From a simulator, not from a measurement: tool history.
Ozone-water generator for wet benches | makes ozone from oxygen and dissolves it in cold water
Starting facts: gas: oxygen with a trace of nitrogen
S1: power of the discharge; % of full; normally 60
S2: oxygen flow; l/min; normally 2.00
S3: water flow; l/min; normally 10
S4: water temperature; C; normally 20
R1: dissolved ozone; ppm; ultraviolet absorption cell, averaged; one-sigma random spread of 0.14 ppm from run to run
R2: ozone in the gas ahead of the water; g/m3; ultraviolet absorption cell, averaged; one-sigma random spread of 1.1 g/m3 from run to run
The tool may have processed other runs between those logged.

{"run": 1, "hour": 0.0, "S1": 60, "S2": 2.0, "S3": 10, "S4": 20, "R1": 15.1, "R2": 179.6}
{"run": 2, "hour": 30.7, "S1": 44, "S2": 2.0, "S3": 10, "S4": 20, "R1": 11.4, "R2": 137.9}
{"run": 3, "hour": 80.8, "S1": 44, "S2": 2.0, "S3": 10, "S4": 20, "R1": 11.4, "R2": 138.3}
{"run": 4, "hour": 122.1, "S1": 44, "S2": 2.0, "S3": 10, "S4": 20, "R1": 11.6, "R2": 137.9}
{"run": 5, "hour": 181.5, "S1": 44, "S2": 2.0, "S3": 10, "S4": 20, "R1": 11.2, "R2": 138.1}
{"run": 6, "hour": 217.7, "S1": 90, "S2": 2.0, "S3": 10, "S4": 20, "R1": 21.4, "R2": 257.1}
{"run": 7, "hour": 244.4, "S1": 60, "S2": 2.0, "S3": 8, "S4": 20, "R1": 18.6, "R2": 179.1}
{"run": 8, "hour": 271.4, "S1": 60, "S2": 2.0, "S3": 8, "S4": 20, "R1": 18.6, "R2": 181.4}
{"run": 9, "hour": 330.6, "S1": 60, "S2": 2.0, "S3": 8, "S4": 20, "R1": 18.3, "R2": 180.1}
{"run": 10, "hour": 358.2, "S1": 60, "S2": 2.0, "S3": 8, "S4": 20, "R1": 18.3, "R2": 179.8}
{"run": 11, "hour": 401.4, "S1": 60, "S2": 2.0, "S3": 8, "S4": 20, "R1": 18.3, "R2": 180.2}
{"run": 12, "hour": 461.1, "S1": 60, "S2": 2.0, "S3": 8, "S4": 20, "R1": 18.2, "R2": 178.1}
{"run": 13, "hour": 502.9, "S1": 60, "S2": 2.0, "S3": 9, "S4": 20, "R1": 16.2, "R2": 179.3}
{"run": 14, "hour": 532.3, "S1": 60, "S2": 2.0, "S3": 9, "S4": 20, "R1": 16.4, "R2": 176.9}
{"run": 15, "hour": 581.2, "S1": 60, "S2": 2.0, "S3": 10, "S4": 20, "R1": 14.8, "R2": 177.1}
{"hour": 604.0, "done": "contactor cleaned"}
{"run": 16, "hour": 609.9, "S1": 60, "S2": 2.35, "S3": 10, "S4": 20, "R1": 14.6, "R2": 162.0}
{"run": 17, "hour": 661.1, "S1": 48, "S2": 2.0, "S3": 10, "S4": 20, "R1": 11.7, "R2": 146.2}
{"run": 18, "hour": 686.7, "S1": 47, "S2": 2.0, "S3": 9, "S4": 22, "R1": 12.5, "R2": 144.1}
{"hour": 719.4, "done": "contactor cleaned, once more"}
{"run": 19, "hour": 723.6, "S1": 82, "S2": 3.44, "S3": 15, "S4": 18, "R1": 13.7, "R2": 170.2}
{"run": 20, "hour": 775.9, "S1": 82, "S2": 1.26, "S3": 12, "S4": 18, "R1": 15.3, "R2": 293.0}
{"run": 21, "hour": 827.2, "S1": 72, "S2": 2.0, "S3": 13, "S4": 20, "R1": 13.4, "R2": 204.9}
{"run": 22, "hour": 856.3, "S1": 72, "S2": 2.0, "S3": 13, "S4": 20, "R1": 13.2, "R2": 207.4}
{"run": 23, "hour": 901.5, "S1": 58, "S2": 1.06, "S3": 8, "S4": 24, "R1": 16.1, "R2": 238.4}
{"run": 24, "hour": 932.7, "S1": 58, "S2": 1.06, "S3": 13, "S4": 17, "R1": 9.6, "R2": 239.7}
{"run": 25, "hour": 958.9, "S1": 58, "S2": 1.06, "S3": 13, "S4": 17, "R1": 9.9, "R2": 236.9}
{"run": 26, "hour": 999.6, "S1": 91, "S2": 3.51, "S3": 15, "S4": 15, "R1": 15.2, "R2": 183.1}
{"run": 27, "hour": 1033.6, "S1": 60, "S2": 1.2, "S3": 10, "S4": 20, "R1": 13.9, "R2": 228.0}
{"run": 28, "hour": 1085.2, "S1": 60, "S2": 1.2, "S3": 10, "S4": 20, "R1": 13.7, "R2": 227.8}
{"run": 29, "hour": 1139.2, "S1": 78, "S2": 1.2, "S3": 10, "S4": 12, "R1": 18.5, "R2": 285.5}
{"run": 30, "hour": 1192.5, "S1": 60, "S2": 1.34, "S3": 10, "S4": 20, "R1": 14.2, "R2": 215.2}
{"run": 31, "hour": 1244.7, "S1": 40, "S2": 1.02, "S3": 10, "S4": 20, "R1": 9.5, "R2": 178.8}
{"run": 32, "hour": 1285.1, "S1": 40, "S2": 1.02, "S3": 10, "S4": 20, "R1": 9.3, "R2": 175.8}
{"run": 33, "hour": 1336.0, "S1": 54, "S2": 1.02, "S3": 10, "S4": 20, "R1": 12.2, "R2": 227.0}

Had the tool no unlogged condition, and each run kept its random variation, what would the results have been?
The tool's hidden condition here consists of: yield of the discharge, % of new electrodes'; contactor's efficiency, % of a clean one's; true water temperature over the reading, C; drift of the gauge itself on ozone_ppm, %; drift of the gauge itself on gas_g_m3, %.
run=1 R1=16.5 R2=190.1
run=2 R1=12.2 R2=143.4
run=3 R1=12.3 R2=144.0
run=4 R1=12.5 R2=143.7
run=5 R1=12.1 R2=144.1
run=6 R1=24.3 R2=282.2
run=7 R1=20.4 R2=191.4
run=8 R1=20.5 R2=194.0
run=9 R1=20.2 R2=193.0
run=10 R1=20.3 R2=192.9
run=11 R1=20.3 R2=193.7
run=12 R1=20.2 R2=191.8
run=13 R1=18.0 R2=193.4
run=14 R1=18.3 R2=191.1
run=15 R1=16.6 R2=191.6
run=16 R1=16.6 R2=175.5
run=17 R1=13.2 R2=155.6
run=18 R1=13.9 R2=153.2
run=19 R1=15.5 R2=190.3
run=20 R1=17.3 R2=328.4
run=21 R1=15.1 R2=227.5
run=22 R1=14.8 R2=230.6
run=23 R1=17.8 R2=260.1
run=24 R1=10.6 R2=261.9
run=25 R1=10.9 R2=259.1
run=26 R1=17.6 R2=209.7
run=27 R1=15.4 R2=251.0
run=28 R1=15.3 R2=251.2
run=29 R1=21.2 R2=324.1
run=30 R1=15.9 R2=238.4
run=31 R1=10.2 R2=190.0
run=32 R1=10.0 R2=187.0
run=33 R1=13.6 R2=249.9
